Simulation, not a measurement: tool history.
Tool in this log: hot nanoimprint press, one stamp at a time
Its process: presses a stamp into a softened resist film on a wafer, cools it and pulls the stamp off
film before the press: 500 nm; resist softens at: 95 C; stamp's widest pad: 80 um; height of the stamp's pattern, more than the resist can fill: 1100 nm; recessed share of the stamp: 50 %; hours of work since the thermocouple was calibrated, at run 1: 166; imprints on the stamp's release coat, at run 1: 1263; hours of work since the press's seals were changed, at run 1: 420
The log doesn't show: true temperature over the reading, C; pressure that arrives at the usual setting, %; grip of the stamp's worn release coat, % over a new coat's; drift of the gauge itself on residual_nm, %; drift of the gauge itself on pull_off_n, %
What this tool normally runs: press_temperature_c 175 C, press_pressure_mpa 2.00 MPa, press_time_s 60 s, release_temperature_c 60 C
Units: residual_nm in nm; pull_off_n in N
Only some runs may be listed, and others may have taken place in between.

run,hour,press_temperature_c,press_pressure_mpa,press_time_s,release_temperature_c,hours of work since the thermocouple was calibrated,imprints on the stamp's release coat,hours of work since the press's seals were changed,residual_nm,pull_off_n
1,0.0,175,2.00,60,60,166,1263,420,224.7,151
2,19.6,175,2.00,60,60,178,1341,432,228.3,156
3,46.0,175,2.00,60,60,193,1446,447,225.0,155
4,73.4,175,2.00,60,60,210,1554,464,228.0,161
5,104.2,175,2.00,60,60,228,1676,483,226.7,165
# hour 126.5: stamp cleaned and given a new release coat
6,135.3,175,2.00,60,60,244,35,498,228.3,116
7,157.6,175,2.00,60,60,257,123,511,226.9,121
8,179.8,175,2.00,60,60,270,211,524,229.9,127
9,200.6,175,2.00,60,60,283,293,537,225.9,127
10,218.9,175,2.00,60,60,294,366,548,228.3,123
11,251.2,175,2.00,60,60,313,494,567,231.2,132
12,277.6,175,2.00,60,60,329,599,583,231.4,130
13,303.2,175,2.00,60,60,345,700,599,232.4,142
14,321.3,175,2.00,60,60,356,771,610,231.8,138
15,353.3,175,1.36,60,60,375,898,629,275.2,144
16,378.4,175,1.36,60,60,390,998,644,271.8,144
17,405.7,175,2.13,60,60,407,1106,661,228.6,147
18,431.5,175,2.75,60,60,422,1208,676,202.9,150
19,451.4,167,1.67,60,68,434,1287,688,347.6,127
20,481.6,175,2.12,39,60,452,1407,706,267.0,157
21,509.8,175,2.12,39,60,469,1518,723,265.3,165
22,527.0,175,2.12,108,47,480,1587,734,183.4,206
# hour 531.8: plate thermocouple calibrated
23,549.6,175,2.05,60,45,11,1664,745,241.6,213
# hour 575.1: stamp cleaned and given a new release coat
24,579.2,181,2.52,60,45,25,16,760,169.4,157
25,608.0,175,1.52,60,60,42,130,777,278.3,125
26,626.5,175,1.38,60,60,53,203,788,287.8,126
# hour 647.8: plate thermocouple calibrated, once more
27,648.5,175,1.38,60,60,0,279,800,258.0,120
28,674.6,175,1.38,60,60,16,382,815,258.6,120
29,707.6,180,2.15,31,59,36,513,835,223.9,136
30,738.8,186,1.47,33,66,55,636,854,201.5,118
# hour 757.3: press's hydraulic seals changed and the load cell set to zero
31,760.9,175,2.00,58,66,63,692,2,220.4,119

3 ways to go on from here, each from the tool as it stands after run 31. What would each give?
A,778.8,175,2.00,58,63,74,763,13,?,?
B,778.8,181,3.06,60,67,74,763,13,?,?
C,778.8,175,2.00,60,46,74,763,13,?,?

run,residual_nm,pull_off_n
A,222.3,128
B,133.3,120
C,216.6,173
Without the tool's hidden state the same runs would have given:
run,residual_nm,pull_off_n
A,219.2,108
B,131.3,101
C,213.5,146
